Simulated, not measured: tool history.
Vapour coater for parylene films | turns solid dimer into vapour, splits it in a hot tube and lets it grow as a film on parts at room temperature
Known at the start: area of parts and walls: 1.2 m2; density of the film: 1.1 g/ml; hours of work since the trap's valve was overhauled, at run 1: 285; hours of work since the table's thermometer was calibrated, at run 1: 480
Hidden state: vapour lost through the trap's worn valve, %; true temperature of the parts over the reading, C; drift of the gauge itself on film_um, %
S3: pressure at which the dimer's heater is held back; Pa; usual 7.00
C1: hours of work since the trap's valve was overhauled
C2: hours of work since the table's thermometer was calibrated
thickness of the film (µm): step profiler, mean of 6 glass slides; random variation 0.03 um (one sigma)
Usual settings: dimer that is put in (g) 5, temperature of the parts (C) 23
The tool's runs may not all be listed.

{"run": 1, "hour": 0.0, "dimer that is put in (g)": 5, "temperature of the parts (C)": 23, "S3": 7.0, "C1": 285, "C2": 480, "thickness of the film (µm)": 2.7}
{"run": 2, "hour": 26.9, "dimer that is put in (g)": 5, "temperature of the parts (C)": 33, "S3": 7.0, "C1": 307, "C2": 502, "thickness of the film (µm)": 1.83}
{"run": 3, "hour": 57.9, "dimer that is put in (g)": 5, "temperature of the parts (C)": 33, "S3": 7.0, "C1": 333, "C2": 528, "thickness of the film (µm)": 1.76}
{"run": 4, "hour": 77.6, "dimer that is put in (g)": 5, "temperature of the parts (C)": 23, "S3": 7.0, "C1": 349, "C2": 544, "thickness of the film (µm)": 2.62}
{"run": 5, "hour": 118.2, "dimer that is put in (g)": 5, "temperature of the parts (C)": 23, "S3": 7.0, "C1": 383, "C2": 578, "thickness of the film (µm)": 2.53}
{"run": 6, "hour": 141.3, "dimer that is put in (g)": 5, "temperature of the parts (C)": 23, "S3": 2.16, "C1": 402, "C2": 597, "thickness of the film (µm)": 2.95}
{"run": 7, "hour": 178.0, "dimer that is put in (g)": 5, "temperature of the parts (C)": 23, "S3": 2.16, "C1": 432, "C2": 627, "thickness of the film (µm)": 2.93}
{"run": 8, "hour": 198.4, "dimer that is put in (g)": 5, "temperature of the parts (C)": 23, "S3": 2.16, "C1": 449, "C2": 644, "thickness of the film (µm)": 2.86}
{"run": 9, "hour": 247.5, "dimer that is put in (g)": 5, "temperature of the parts (C)": 23, "S3": 7.0, "C1": 490, "C2": 685, "thickness of the film (µm)": 2.51}
{"run": 10, "hour": 278.2, "dimer that is put in (g)": 5, "temperature of the parts (C)": 23, "S3": 7.0, "C1": 515, "C2": 710, "thickness of the film (µm)": 2.52}
{"hour": 290.2, "done": "trap's valve overhauled"}
{"run": 11, "hour": 310.1, "dimer that is put in (g)": 6, "temperature of the parts (C)": 23, "S3": 7.0, "C1": 16, "C2": 733, "thickness of the film (µm)": 3.53}
{"run": 12, "hour": 337.0, "dimer that is put in (g)": 6, "temperature of the parts (C)": 23, "S3": 7.0, "C1": 39, "C2": 755, "thickness of the film (µm)": 3.45}
{"run": 13, "hour": 362.3, "dimer that is put in (g)": 6, "temperature of the parts (C)": 23, "S3": 7.0, "C1": 60, "C2": 776, "thickness of the film (µm)": 3.44}
{"run": 14, "hour": 393.9, "dimer that is put in (g)": 6, "temperature of the parts (C)": 23, "S3": 7.0, "C1": 86, "C2": 802, "thickness of the film (µm)": 3.42}
{"run": 15, "hour": 432.4, "dimer that is put in (g)": 6, "temperature of the parts (C)": 23, "S3": 7.0, "C1": 118, "C2": 834, "thickness of the film (µm)": 3.42}
{"run": 16, "hour": 452.6, "dimer that is put in (g)": 5, "temperature of the parts (C)": 23, "S3": 2.11, "C1": 134, "C2": 851, "thickness of the film (µm)": 3.2}
{"hour": 472.9, "done": "table's thermometer calibrated"}
{"run": 17, "hour": 494.4, "dimer that is put in (g)": 5, "temperature of the parts (C)": 23, "S3": 7.0, "C1": 168, "C2": 18, "thickness of the film (µm)": 2.76}
{"run": 18, "hour": 516.6, "dimer that is put in (g)": 5, "temperature of the parts (C)": 23, "S3": 7.0, "C1": 187, "C2": 36, "thickness of the film (µm)": 2.65}
{"run": 19, "hour": 550.8, "dimer that is put in (g)": 5, "temperature of the parts (C)": 23, "S3": 6.49, "C1": 215, "C2": 64, "thickness of the film (µm)": 2.75}
{"run": 20, "hour": 576.3, "dimer that is put in (g)": 5, "temperature of the parts (C)": 23, "S3": 6.49, "C1": 236, "C2": 86, "thickness of the film (µm)": 2.68}
{"run": 21, "hour": 611.5, "dimer that is put in (g)": 5, "temperature of the parts (C)": 23, "S3": 6.49, "C1": 265, "C2": 115, "thickness of the film (µm)": 2.63}
{"run": 22, "hour": 637.2, "dimer that is put in (g)": 5, "temperature of the parts (C)": 23, "S3": 6.49, "C1": 286, "C2": 136, "thickness of the film (µm)": 2.64}
{"run": 23, "hour": 669.3, "dimer that is put in (g)": 5, "temperature of the parts (C)": 23, "S3": 6.49, "C1": 313, "C2": 163, "thickness of the film (µm)": 2.6}
{"run": 24, "hour": 708.1, "dimer that is put in (g)": 5, "temperature of the parts (C)": 24, "S3": 2.95, "C1": 345, "C2": 195, "thickness of the film (µm)": 2.76}
{"run": 25, "hour": 745.7, "dimer that is put in (g)": 8, "temperature of the parts (C)": 19, "S3": 7.65, "C1": 376, "C2": 226, "thickness of the film (µm)": 4.8}
{"run": 26, "hour": 789.3, "dimer that is put in (g)": 2, "temperature of the parts (C)": 20, "S3": 7.65, "C1": 412, "C2": 262, "thickness of the film (µm)": 1.12}
{"run": 27, "hour": 825.4, "dimer that is put in (g)": 6, "temperature of the parts (C)": 20, "S3": 6.47, "C1": 442, "C2": 292, "thickness of the film (µm)": 3.37}
{"run": 28, "hour": 863.8, "dimer that is put in (g)": 9, "temperature of the parts (C)": 23, "S3": 7.0, "C1": 474, "C2": 323, "thickness of the film (µm)": 4.5}
{"run": 29, "hour": 887.8, "dimer that is put in (g)": 4, "temperature of the parts (C)": 26, "S3": 6.31, "C1": 494, "C2": 343, "thickness of the film (µm)": 1.79}
{"run": 30, "hour": 908.2, "dimer that is put in (g)": 9, "temperature of the parts (C)": 23, "S3": 9.05, "C1": 511, "C2": 360, "thickness of the film (µm)": 4.38}
{"hour": 926.8, "done": "trap's valve overhauled"}
{"run": 31, "hour": 958.0, "dimer that is put in (g)": 9, "temperature of the parts (C)": 23, "S3": 9.05, "C1": 26, "C2": 398, "thickness of the film (µm)": 4.87}
{"run": 32, "hour": 984.6, "dimer that is put in (g)": 3, "temperature of the parts (C)": 16, "S3": 4.73, "C1": 48, "C2": 420, "thickness of the film (µm)": 2.19}
{"run": 33, "hour": 1016.5, "dimer that is put in (g)": 5, "temperature of the parts (C)": 23, "S3": 5.02, "C1": 74, "C2": 447, "thickness of the film (µm)": 2.92}
{"run": 34, "hour": 1036.5, "dimer that is put in (g)": 4, "temperature of the parts (C)": 16, "S3": 8.25, "C1": 91, "C2": 463, "thickness of the film (µm)": 2.88}
{"run": 35, "hour": 1065.7, "dimer that is put in (g)": 4, "temperature of the parts (C)": 16, "S3": 8.25, "C1": 115, "C2": 487, "thickness of the film (µm)": 2.89}
{"run": 36, "hour": 1110.7, "dimer that is put in (g)": 5, "temperature of the parts (C)": 27, "S3": 5.59, "C1": 152, "C2": 524, "thickness of the film (µm)": 2.37}
{"run": 37, "hour": 1144.6, "dimer that is put in (g)": 7, "temperature of the parts (C)": 30, "S3": 2.16, "C1": 180, "C2": 553, "thickness of the film (µm)": 3.25}
{"run": 38, "hour": 1171.7, "dimer that is put in (g)": 7, "temperature of the parts (C)": 30, "S3": 2.16, "C1": 203, "C2": 575, "thickness of the film (µm)": 3.28}
{"run": 39, "hour": 1202.0, "dimer that is put in (g)": 7, "temperature of the parts (C)": 30, "S3": 3.3, "C1": 228, "C2": 600, "thickness of the film (µm)": 3.08}
{"run": 40, "hour": 1248.3, "dimer that is put in (g)": 5, "temperature of the parts (C)": 27, "S3": 7.0, "C1": 266, "C2": 638, "thickness of the film (µm)": 2.32}
{"run": 41, "hour": 1286.7, "dimer that is put in (g)": 3, "temperature of the parts (C)": 22, "S3": 4.0, "C1": 298, "C2": 670, "thickness of the film (µm)": 1.79}
{"run": 42, "hour": 1323.1, "dimer that is put in (g)": 3, "temperature of the parts (C)": 24, "S3": 6.11, "C1": 328, "C2": 700, "thickness of the film (µm)": 1.52}
{"run": 43, "hour": 1366.3, "dimer that is put in (g)": 5, "temperature of the parts (C)": 29, "S3": 5.6, "C1": 364, "C2": 736, "thickness of the film (µm)": 2.14}
{"run": 44, "hour": 1405.2, "dimer that is put in (g)": 8, "temperature of the parts (C)": 23, "S3": 7.0, "C1": 396, "C2": 768, "thickness of the film (µm)": 4.18}
{"run": 45, "hour": 1425.1, "dimer that is put in (g)": 8, "temperature of the parts (C)": 23, "S3": 7.0, "C1": 412, "C2": 785, "thickness of the film (µm)": 4.13}
{"run": 46, "hour": 1454.9, "dimer that is put in (g)": 8, "temperature of the parts (C)": 23, "S3": 7.0, "C1": 437, "C2": 809, "thickness of the film (µm)": 4.17}

Hidden state or all else? Some run-to-run changes of thickness of the film (µm), split into what the settings, what came in and random variation would give without the hidden state, and what is left for the hidden state (with any gauge scatter that isn't in both results):
Run 10 -> 11: dimer that is put in (g) 5 -> 6, trap's valve overhauled. thickness of the film (µm) +1.01: hidden state +0.38, all else +0.63.
Run 25 -> 26: dimer that is put in (g) 8 -> 2, temperature of the parts (C) 19 -> 20. thickness of the film (µm) -3.68: hidden state +0.30, all else -3.98.
Run 28 -> 29: dimer that is put in (g) 9 -> 4, temperature of the parts (C) 23 -> 26, S3 7.00 -> 6.31. thickness of the film (µm) -2.71: hidden state +0.28, all else -2.99.
Run 29 -> 30: dimer that is put in (g) 4 -> 9, temperature of the parts (C) 26 -> 23, S3 6.31 -> 9.05. thickness of the film (µm) +2.59: hidden state -0.31, all else +2.90.
Run 30 -> 31: trap's valve overhauled. thickness of the film (µm) +0.49: hidden state +0.59, all else -0.10.
Run 31 -> 32: dimer that is put in (g) 9 -> 3, temperature of the parts (C) 23 -> 16, S3 9.05 -> 4.73. thickness of the film (µm) -2.68: hidden state -0.12, all else -2.56.

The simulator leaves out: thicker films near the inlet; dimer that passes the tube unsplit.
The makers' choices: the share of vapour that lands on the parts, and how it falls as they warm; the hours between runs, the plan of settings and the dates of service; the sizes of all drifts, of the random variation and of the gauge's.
